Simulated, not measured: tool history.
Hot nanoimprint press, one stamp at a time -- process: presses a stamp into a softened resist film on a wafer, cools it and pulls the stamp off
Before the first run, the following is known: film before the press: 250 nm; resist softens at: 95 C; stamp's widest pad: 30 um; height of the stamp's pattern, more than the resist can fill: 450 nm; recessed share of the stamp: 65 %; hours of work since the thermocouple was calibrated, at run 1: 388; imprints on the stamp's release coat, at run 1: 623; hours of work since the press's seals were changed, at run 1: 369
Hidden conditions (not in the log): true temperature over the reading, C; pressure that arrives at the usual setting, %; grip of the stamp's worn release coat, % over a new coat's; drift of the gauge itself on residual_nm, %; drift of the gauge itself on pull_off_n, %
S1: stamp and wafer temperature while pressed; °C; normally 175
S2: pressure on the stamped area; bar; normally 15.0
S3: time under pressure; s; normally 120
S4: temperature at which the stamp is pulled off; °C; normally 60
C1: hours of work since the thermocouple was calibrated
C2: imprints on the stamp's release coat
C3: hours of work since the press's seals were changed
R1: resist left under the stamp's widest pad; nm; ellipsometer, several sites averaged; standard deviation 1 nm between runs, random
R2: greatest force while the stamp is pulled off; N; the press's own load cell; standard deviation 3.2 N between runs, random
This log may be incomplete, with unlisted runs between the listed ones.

run,day,S1,S2,S3,S4,C1,C2,C3,R1,R2
1,0.000,175,15.0,120,60,388,623,369,152.5,202
2,0.458,175,15.0,120,60,393,648,374,153.8,198
# day 1.029: stamp cleaned and given a new release coat
3,1.158,175,15.0,120,60,399,7,380,152.6,174
4,1.662,176,15.0,120,60,406,35,387,148.0,176
5,2.162,176,15.0,120,60,412,62,393,149.1,179
6,2.938,176,15.0,120,60,422,105,403,149.6,182
7,3.308,175,15.0,120,60,426,125,407,155.8,179
8,4.050,175,15.0,120,60,436,165,417,154.1,180
9,4.754,175,15.0,120,60,445,204,426,153.0,190
10,5.646,175,15.0,120,60,456,253,437,153.0,186
11,6.300,175,15.0,120,60,464,288,445,152.8,190
12,6.896,175,15.0,209,60,472,321,453,129.5,183
13,7.533,170,15.0,120,60,480,355,461,176.9,187
14,8.171,170,15.0,120,60,488,390,469,178.3,188
15,9.042,185,15.0,120,60,499,438,480,114.8,194
16,9.717,185,22.4,169,60,508,475,489,83.7,202
17,10.533,185,22.4,169,60,518,519,499,84.0,190
# day 10.717: plate thermocouple calibrated
18,11.558,185,22.4,84,64,11,568,510,113.3,184
19,12.167,182,12.3,150,66,18,602,518,128.5,175
# day 12.438: plate thermocouple calibrated, once more
20,12.717,175,12.5,81,60,3,625,524,174.7,197
21,13.396,175,12.5,81,60,12,662,532,177.8,198
# day 13.712: stamp cleaned and given a new release coat
22,14.225,175,12.5,81,60,20,28,540,175.5,172

For run 23, what comes out?
23,14.654,175,12.5,81,60,25,51,545,?,?

R1: 175.8 nm
R2: 171 N
Minus the tool's unlogged condition, the same run would have read R1 172.8 nm, R2 168 N.
